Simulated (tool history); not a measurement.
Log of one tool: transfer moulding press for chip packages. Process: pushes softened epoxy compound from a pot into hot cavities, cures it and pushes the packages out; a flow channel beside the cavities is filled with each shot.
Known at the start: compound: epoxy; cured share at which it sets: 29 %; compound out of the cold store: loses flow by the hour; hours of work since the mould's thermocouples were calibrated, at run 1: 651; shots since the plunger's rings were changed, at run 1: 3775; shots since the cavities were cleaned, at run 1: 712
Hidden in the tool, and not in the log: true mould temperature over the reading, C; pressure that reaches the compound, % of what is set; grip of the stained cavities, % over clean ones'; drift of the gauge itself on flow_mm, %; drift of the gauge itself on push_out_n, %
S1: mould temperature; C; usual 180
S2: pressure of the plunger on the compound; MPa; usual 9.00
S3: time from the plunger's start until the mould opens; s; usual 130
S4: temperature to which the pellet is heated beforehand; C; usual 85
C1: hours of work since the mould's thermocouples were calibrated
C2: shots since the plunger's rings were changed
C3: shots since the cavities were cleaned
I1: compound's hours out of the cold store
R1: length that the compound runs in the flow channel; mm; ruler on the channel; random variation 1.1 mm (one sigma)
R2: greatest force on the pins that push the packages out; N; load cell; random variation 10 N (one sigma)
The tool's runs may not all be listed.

run,hour,S1,S2,S3,S4,C1,C2,C3,I1,R1,R2
1,0.0,180,9.00,130,85,651,3775,712,23.9,526,459
# hour 21.9: cavities cleaned with cleaning compound and waxed
2,29.0,173,9.00,130,85,669,4026,65,9.9,571,667
3,77.1,180,9.00,130,85,700,4463,502,19.2,536,483
# hour 95.8: plunger's sealing rings changed
# hour 122.8: cavities cleaned with cleaning compound and waxed
4,122.8,180,9.00,130,85,728,232,0,26.2,522,491
5,178.6,180,9.00,130,85,764,740,508,46.2,489,471
# hour 224.3: cavities cleaned with cleaning compound and waxed
6,230.3,180,9.00,130,85,797,1197,55,25.0,525,476
7,279.7,180,9.00,130,85,830,1646,504,24.5,529,498
# hour 297.5: mould's thermocouples calibrated
8,320.3,180,9.00,130,85,15,1999,857,15.2,544,472
# hour 324.4: cavities cleaned with cleaning compound and waxed
9,369.3,180,9.00,126,85,46,2430,408,17.3,538,497
10,418.4,173,9.00,130,85,78,2877,855,30.0,533,661
# hour 423.1: cavities cleaned with cleaning compound and waxed
11,471.8,184,9.00,130,85,113,3350,444,17.6,530,452
12,504.2,184,9.00,130,85,134,3645,739,20.0,527,458
# hour 521.4: cavities cleaned with cleaning compound and waxed
13,538.3,184,9.00,130,85,155,3942,154,31.4,506,453
14,591.1,175,9.00,131,85,190,4423,635,15.3,554,591
# hour 614.7: plunger's sealing rings changed
# hour 622.8: cavities cleaned with cleaning compound and waxed
15,650.6,175,9.00,131,85,226,313,253,23.0,541,578
16,687.8,184,9.00,130,75,251,652,592,8.2,548,452
# hour 725.6: cavities cleaned with cleaning compound and waxed
17,742.8,183,10.24,118,79,286,1139,157,25.9,552,471
18,771.6,183,10.77,118,94,305,1401,419,42.5,537,472

The next listed run, before its measurement:
19,810.5,183,8.87,118,75,330,1755,773,46.7,?,?

R1: 480 mm
R2: 479 N
Without the tool's hidden state the same run would have given R1 480 mm, R2 476 N.
